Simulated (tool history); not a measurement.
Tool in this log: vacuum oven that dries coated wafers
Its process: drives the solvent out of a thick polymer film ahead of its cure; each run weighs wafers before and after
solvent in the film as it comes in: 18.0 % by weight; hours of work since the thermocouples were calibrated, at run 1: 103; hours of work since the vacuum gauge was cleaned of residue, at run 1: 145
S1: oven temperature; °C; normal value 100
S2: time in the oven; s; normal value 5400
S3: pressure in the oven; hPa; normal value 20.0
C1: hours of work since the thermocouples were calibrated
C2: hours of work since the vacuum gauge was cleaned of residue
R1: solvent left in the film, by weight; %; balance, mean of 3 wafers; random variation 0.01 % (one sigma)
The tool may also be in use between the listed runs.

run,day,S1,S2,S3,C1,C2,R1
1,0.000,100,5400,20.0,103,145,3.28
2,0.350,100,5400,20.0,109,151,3.29
3,0.662,100,6900,20.0,115,156,2.37
4,1.017,100,5400,14.5,121,163,3.06
5,1.350,100,5400,14.5,127,168,3.08
6,1.767,100,5280,20.0,134,176,3.39
7,2.167,100,5280,20.0,141,183,3.38
8,2.662,100,5280,12.7,150,191,3.11
9,3.025,100,5280,12.7,156,197,3.12
10,3.529,100,4140,20.0,165,206,4.51
11,3.779,100,7860,20.0,169,211,1.97
12,4.246,100,7860,20.0,177,219,1.98
13,4.721,100,5400,17.7,185,227,3.21
14,5.075,86,5400,20.0,192,233,6.41
15,5.300,86,5400,20.0,196,237,6.45
16,5.629,91,5400,20.0,201,243,5.20
17,5.900,95,3960,19.6,206,248,5.80
18,6.342,95,3900,19.6,214,255,5.90
19,6.762,111,5100,20.0,221,263,1.76
20,7.133,96,5700,46.0,227,269,4.99
21,7.438,98,6060,47.4,233,274,4.34
22,7.929,93,3060,60.6,241,283,9.02
23,8.142,110,7260,10.8,245,286,0.82
24,8.388,110,7260,10.8,249,291,0.82
25,8.812,90,7260,27.8,257,298,4.48
26,9.162,100,8700,20.0,263,304,1.71
27,9.629,100,6660,10.0,271,312,2.05
28,9.996,88,5400,20.0,277,319,5.92
29,10.442,104,5400,49.1,285,327,3.61
30,10.742,97,9420,41.8,290,332,2.96

What if the next run were any one of these 3? Each begins from the tool's condition after run 30:
A,10.996,90,7860,28.4,295,336,?
B,10.996,115,5400,79.6,295,336,?
C,10.996,100,2820,20.0,295,336,?

run,R1
A,4.17
B,2.74
C,6.44
Without the tool's unlogged condition, the same runs would have read:
run,R1
A,4.17
B,2.74
C,6.44

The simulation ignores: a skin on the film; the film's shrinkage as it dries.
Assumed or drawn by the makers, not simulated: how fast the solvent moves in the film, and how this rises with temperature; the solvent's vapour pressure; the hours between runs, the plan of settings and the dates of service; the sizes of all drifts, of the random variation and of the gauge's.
